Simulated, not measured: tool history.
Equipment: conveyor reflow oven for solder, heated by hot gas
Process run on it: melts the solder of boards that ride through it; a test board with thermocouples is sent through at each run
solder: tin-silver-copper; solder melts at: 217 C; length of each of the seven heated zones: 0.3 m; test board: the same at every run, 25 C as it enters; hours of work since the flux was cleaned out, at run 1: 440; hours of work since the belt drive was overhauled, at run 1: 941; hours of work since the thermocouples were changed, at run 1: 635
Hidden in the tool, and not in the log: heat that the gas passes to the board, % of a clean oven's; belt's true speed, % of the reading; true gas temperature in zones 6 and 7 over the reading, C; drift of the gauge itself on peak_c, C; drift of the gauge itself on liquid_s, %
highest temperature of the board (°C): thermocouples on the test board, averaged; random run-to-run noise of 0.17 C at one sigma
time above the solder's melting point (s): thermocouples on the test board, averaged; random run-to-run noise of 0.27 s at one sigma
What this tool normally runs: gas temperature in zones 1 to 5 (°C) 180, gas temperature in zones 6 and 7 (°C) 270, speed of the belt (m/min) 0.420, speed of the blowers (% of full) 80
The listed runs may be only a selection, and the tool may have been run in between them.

run   hour  gas temperature in zones 1 to 5 (°C)  gas temperature in zones 6 and 7 (°C)  speed of the belt (m/min)  speed of the blowers (% of full)  hours of work since the flux was cleaned out  hours of work since the belt drive was overhauled  hours of work since the thermocouples were changed  highest temperature of the board (°C)  time above the solder's melting point (s)
  1    0.0                                   180                                    270                      0.420                                80                                           440                                                941                                                 635                                  257.3                                       72.0
  2   29.6                                   180                                    270                      0.420                                89                                           457                                                958                                                 653                                  258.6                                       74.0
      47.7  -- belt drive overhauled, speed set with a stopwatch
  3   60.0                                   180                                    270                      0.420                                80                                           472                                                  7                                                 668                                  256.4                                       69.7
     104.3  -- flux residue cleaned out of gas plates and filters
  4  104.9                                   180                                    270                      0.391                                80                                             0                                                 30                                                 691                                  260.0                                       78.3
  5  128.4                                   180                                    270                      0.370                                80                                            14                                                 44                                                 705                                  261.4                                       84.2
  6  152.6                                   180                                    270                      0.370                                57                                            28                                                 58                                                 719                                  255.9                                       78.8
  7  199.6                                   180                                    270                      0.420                                80                                            55                                                 85                                                 746                                  257.7                                       71.3
  8  252.0                                   180                                    270                      0.420                                80                                            85                                                115                                                 776                                  257.7                                       70.8
  9  306.3                                   180                                    270                      0.420                                80                                           117                                                147                                                 808                                  257.3                                       71.3
 10  353.6                                   180                                    270                      0.420                                80                                           144                                                174                                                 835                                  257.7                                       71.3
 11  379.2                                   180                                    270                      0.420                                80                                           159                                                189                                                 850                                  257.7                                       71.7
 12  428.1                                   183                                    270                      0.420                                70                                           187                                                217                                                 878                                  256.0                                       70.3
 13  483.0                                   183                                    267                      0.420                                70                                           219                                                249                                                 910                                  253.1                                       68.8
 14  533.4                                   183                                    267                      0.378                                70                                           248                                                278                                                 939                                  256.1                                       79.7

Run 15 has not been measured yet. What should we expect?
 15  576.4                                   183                                    281                      0.431                                55                                           273                                                303                                                 964                                      ?                                          ?

{"run 15": {"highest temperature of the board (°C)": 259.4, "time above the solder's melting point (s)": 70.4}}
With no hidden state in the tool, this same run would have given highest temperature of the board (°C) 258.7, time above the solder's melting point (s) 69.4.

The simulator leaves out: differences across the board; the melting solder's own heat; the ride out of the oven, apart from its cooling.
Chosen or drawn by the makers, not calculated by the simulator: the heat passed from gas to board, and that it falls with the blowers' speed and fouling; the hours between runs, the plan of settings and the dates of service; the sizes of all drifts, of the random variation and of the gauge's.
